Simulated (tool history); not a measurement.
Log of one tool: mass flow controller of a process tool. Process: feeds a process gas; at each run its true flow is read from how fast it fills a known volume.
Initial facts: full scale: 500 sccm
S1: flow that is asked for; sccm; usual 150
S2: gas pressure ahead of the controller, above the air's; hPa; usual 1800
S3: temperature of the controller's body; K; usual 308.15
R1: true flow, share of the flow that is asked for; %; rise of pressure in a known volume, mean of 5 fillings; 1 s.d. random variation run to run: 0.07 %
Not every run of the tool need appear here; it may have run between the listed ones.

run    hour   S1    S2      S3      R1
  1     0.0  150  1800  308.15   98.58
  2   115.4  150  1800  308.15   98.74
  3   209.0  150  1800  308.15   98.63
  4   303.4  150  1800  308.15   98.55
  5   423.3   86  1800  308.15   97.93
  6   552.9   86  1800  308.15   97.72
  7   716.1   86  1800  308.15   97.56
  8   868.3   86  1800  308.15   97.45
  9   972.6   86  1850  308.15   97.31
 10  1078.9   86  1850  308.15   97.24
 11  1253.6   86  1850  308.15   97.07
 12  1406.1   86  1850  308.15   96.99
 13  1558.9  150  1800  306.15   97.96
 14  1753.2  150  1800  306.15   97.80
 15  1907.5  150  1800  306.15   97.80
 16  2068.3  150  1510  308.15   97.62
 17  2192.2  150  1510  308.15   97.63
 18  2345.6  150  1510  308.15   97.55
 19  2477.5  150  1510  308.15   97.47
 20  2621.0  150  1510  308.15   97.38
 21  2792.3  150  1510  308.15   97.38
 22  2908.7  150  1800  295.15   97.64
 23  3004.7  150  1800  308.15   97.10
 24  3086.9  150  1800  308.15   97.02
 25  3282.7  268  1690  308.15   98.38
 26  3394.1   66  1950  310.15   93.27
 27  3513.0   66  1480  310.15   93.44
 28  3682.7  414  2770  308.15   98.37
 29  3877.5  414  2770  308.15   98.25
 30  3968.7  414  2770  308.15   98.36
 31  4077.4  414  2770  308.15   98.41
 32  4171.4  150  2560  305.15   96.28
 33  4300.3  236  1950  308.15   97.67
 34  4433.7  150  2010  304.15   96.49
 35  4551.1  192  2430  306.15   96.82
 36  4720.1   93  2100  308.15   93.77
 37  4807.3   99  1800  306.15   94.18
 38  4944.7   99  1800  306.15   94.12
     5047.7  -- controller's zero set anew
 39  5104.2  154  1810  313.15   99.63
 40  5256.6  154  1810  313.15   99.54
 41  5350.9   90  1690  297.15  100.06
 42  5548.6  453  2790  306.15   99.81
 43  5744.8  223  1510  309.15   99.72
 44  5847.2  223  1510  309.15   99.71
 45  6041.8  254  1470  301.15  100.21
 46  6133.9  254  1470  301.15  100.18
 47  6273.9  269  1760  308.15   99.68
 48  6453.6   71  1940  299.15   98.11

Consider 4 possible next runs. They are alternatives, not a sequence: every one starts from the tool as it was left by run 48. What does each give?
  A  6569.6  247  1940  300.15   ?
  B  6569.6   96  2120  308.15   ?
  C  6569.6  300  1800  305.15   ?
  D  6569.6   69  1800  308.15   ?

run     R1
  A  99.80
  B  98.15
  C  99.59
  D  97.49
Without the tool's unlogged condition, the same runs would have read:
run     R1
  A  99.65
  B  99.03
  C  99.32
  D  99.03

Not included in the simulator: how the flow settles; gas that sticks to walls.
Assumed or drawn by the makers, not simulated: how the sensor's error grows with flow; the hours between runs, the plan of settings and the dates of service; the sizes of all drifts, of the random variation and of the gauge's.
